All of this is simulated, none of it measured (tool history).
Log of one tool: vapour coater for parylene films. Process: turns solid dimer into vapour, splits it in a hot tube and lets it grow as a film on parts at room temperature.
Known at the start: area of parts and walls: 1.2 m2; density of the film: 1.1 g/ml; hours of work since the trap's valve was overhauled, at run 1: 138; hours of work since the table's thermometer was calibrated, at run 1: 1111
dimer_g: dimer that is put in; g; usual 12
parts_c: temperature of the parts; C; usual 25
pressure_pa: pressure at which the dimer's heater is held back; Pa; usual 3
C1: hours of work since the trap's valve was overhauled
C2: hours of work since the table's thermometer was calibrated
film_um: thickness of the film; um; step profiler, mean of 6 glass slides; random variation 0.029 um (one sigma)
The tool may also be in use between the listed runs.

Run 1, hour 0: usual settings; C1 138; C2 1111. Result: film_um 5.3 um.
Run 2, hour 59.6: usual settings; C1 177; C2 1149. Result: film_um 5.24 um.
Run 3, hour 116.9: usual settings; C1 214; C2 1186. Result: film_um 5.24 um.
Run 4, hour 172.5: usual settings; C1 250; C2 1222. Result: film_um 5.12 um.
Run 5, hour 215.6: usual settings; C1 278; C2 1250. Result: film_um 5.16 um.
At hour 271.7: table's thermometer calibrated.
Run 6, hour 276.1: usual settings but dimer_g 16 g; C1 316; C2 3. Result: film_um 6.66 um.
At hour 325.6: trap's valve overhauled.
Run 7, hour 340: usual settings but pressure_pa 5.22 Pa; C1 9; C2 42. Result: film_um 4.1 um.
Run 8, hour 391.5: usual settings but pressure_pa 5.22 Pa; C1 43; C2 75. Result: film_um 4.11 um.
Run 9, hour 415.9: usual settings but pressure_pa 5.22 Pa; C1 59; C2 91. Result: film_um 4.13 um.
Run 10, hour 451.1: usual settings but pressure_pa 5.22 Pa; C1 81; C2 114. Result: film_um 4.05 um.
Run 11, hour 493.1: usual settings but pressure_pa 5.22 Pa; C1 109; C2 141. Result: film_um 4.05 um.
At hour 513.5: trap's valve overhauled, once more.
Run 12, hour 522.4: usual settings but pressure_pa 5.22 Pa; C1 6; C2 157. Result: film_um 4.64 um.
Run 13, hour 571.6: usual settings but parts_c 18 C; C1 38; C2 189. Result: film_um 6.48 um.
Run 14, hour 609.6: usual settings but parts_c 18 C; C1 62; C2 214. Result: film_um 6.51 um.
Run 15, hour 664.1: usual settings but parts_c 18 C; C1 98; C2 249. Result: film_um 6.47 um.
Run 16, hour 698.3: usual settings but parts_c 18 C; C1 120; C2 271. Result: film_um 6.41 um.
Run 17, hour 735.9: usual settings but dimer_g 9 g, parts_c 18 C; C1 144; C2 295. Result: film_um 4.73 um.
Run 18, hour 760.3: usual settings but dimer_g 9 g, parts_c 18 C; C1 160; C2 311. Result: film_um 4.75 um.
Run 19, hour 795.7: usual settings; C1 183; C2 334. Result: film_um 5.14 um.
Run 20, hour 842: usual settings; C1 213; C2 364. Result: film_um 5.08 um.
Run 21, hour 885.7: usual settings; C1 241; C2 393. Result: film_um 5.06 um.
Run 22, hour 934: usual settings; C1 272; C2 424. Result: film_um 5.02 um.
Run 23, hour 976.4: usual settings; C1 300; C2 451. Result: film_um 4.97 um.
Run 24, hour 1027.8: usual settings; C1 333; C2 485. Result: film_um 4.94 um.
At hour 1050.1: trap's valve overhauled.
Run 25, hour 1058.8: usual settings; C1 6; C2 502. Result: film_um 5.27 um.
Run 26, hour 1097.9: usual settings but dimer_g 8 g, parts_c 29 C; C1 31; C2 527. Result: film_um 3.13 um.
Run 27, hour 1153.6: usual settings but dimer_g 9 g, parts_c 29 C, pressure_pa 4.46 Pa; C1 67; C2 563. Result: film_um 3.19 um.
Run 28, hour 1197.2: usual settings but dimer_g 7 g, pressure_pa 2.57 Pa; C1 95; C2 592. Result: film_um 3.16 um.
Run 29, hour 1234.4: usual settings but dimer_g 7 g, parts_c 19 C, pressure_pa 8.41 Pa; C1 119; C2 616. Result: film_um 2.81 um.
Run 30, hour 1264.5: usual settings but dimer_g 10 g, parts_c 28 C; C1 139; C2 635. Result: film_um 3.96 um.
Run 31, hour 1316.3: usual settings but dimer_g 6 g; C1 172; C2 669. Result: film_um 2.59 um.
Run 32, hour 1361.8: usual settings but dimer_g 10 g, parts_c 35 C, pressure_pa 3.96 Pa; C1 202; C2 698. Result: film_um 2.98 um.
Run 33, hour 1391.7: usual settings but dimer_g 10 g, parts_c 29 C, pressure_pa 9.36 Pa; C1 221; C2 718. Result: film_um 2.86 um.
Run 34, hour 1433.7: usual settings but dimer_g 14 g, parts_c 34 C, pressure_pa 3.75 Pa; C1 248; C2 745. Result: film_um 4.28 um.
Run 35, hour 1482: usual settings but dimer_g 19 g, parts_c 34 C, pressure_pa 7.14 Pa; C1 280; C2 776. Result: film_um 4.88 um.
Run 36, hour 1517: usual settings but dimer_g 19 g, parts_c 34 C, pressure_pa 7.14 Pa; C1 302; C2 799. Result: film_um 4.89 um.
Run 37, hour 1568.4: usual settings but parts_c 26 C; C1 336; C2 832. Result: film_um 4.84 um.
At hour 1584.5: trap's valve overhauled.
Run 38, hour 1630.5: usual settings but dimer_g 17 g, parts_c 29 C, pressure_pa 10.93 Pa; C1 30; C2 870. Result: film_um 4.84 um.
Run 39, hour 1682.9: usual settings but dimer_g 17 g, parts_c 29 C, pressure_pa 10.93 Pa; C1 64; C2 904. Result: film_um 4.83 um.
Run 40, hour 1727.3: usual settings but dimer_g 17 g, parts_c 29 C, pressure_pa 4.31 Pa; C1 92; C2 932. Result: film_um 6.02 um.
Run 41, hour 1772: usual settings but dimer_g 10 g, parts_c 22 C, pressure_pa 5.03 Pa; C1 121; C2 961. Result: film_um 4.17 um.
Run 42, hour 1813.7: usual settings but dimer_g 10 g, parts_c 22 C, pressure_pa 5.03 Pa; C1 148; C2 988. Result: film_um 4.15 um.
Run 43, hour 1871.6: usual settings but dimer_g 6 g, parts_c 32 C; C1 186; C2 1026. Result: film_um 2.08 um.
Run 44, hour 1902.9: usual settings but dimer_g 8 g, parts_c 17 C, pressure_pa 5.34 Pa; C1 206; C2 1046. Result: film_um 3.81 um.
Run 45, hour 1930.9: usual settings but dimer_g 13 g, pressure_pa 4.98 Pa; C1 224; C2 1064. Result: film_um 4.89 um.
Run 46, hour 1974.3: usual settings but dimer_g 13 g, pressure_pa 4.98 Pa; C1 252; C2 1093. Result: film_um 4.88 um.
Run 47, hour 2016.3: usual settings but dimer_g 7 g, parts_c 27 C, pressure_pa 11.08 Pa; C1 280; C2 1120. Result: film_um 2.03 um.

Forecast each of these 3 alternatives for the next run:
Run A, hour 2049.6: usual settings but pressure_pa 11.08 Pa; C1 301; C2 1141. Result: film_um ?.
Run B, hour 2049.6: usual settings but dimer_g 7 g, parts_c 31 C, pressure_pa 11.08 Pa; C1 301; C2 1141. Result: film_um ?.
Run C, hour 2049.6: usual settings but parts_c 28 C, pressure_pa 8.55 Pa; C1 301; C2 1141. Result: film_um ?.

run  film_um
  A     3.67
  B     1.76
  C     3.53
Without the tool's hidden state the same runs would have given:
run  film_um
  A     3.86
  B     1.85
  C     3.72
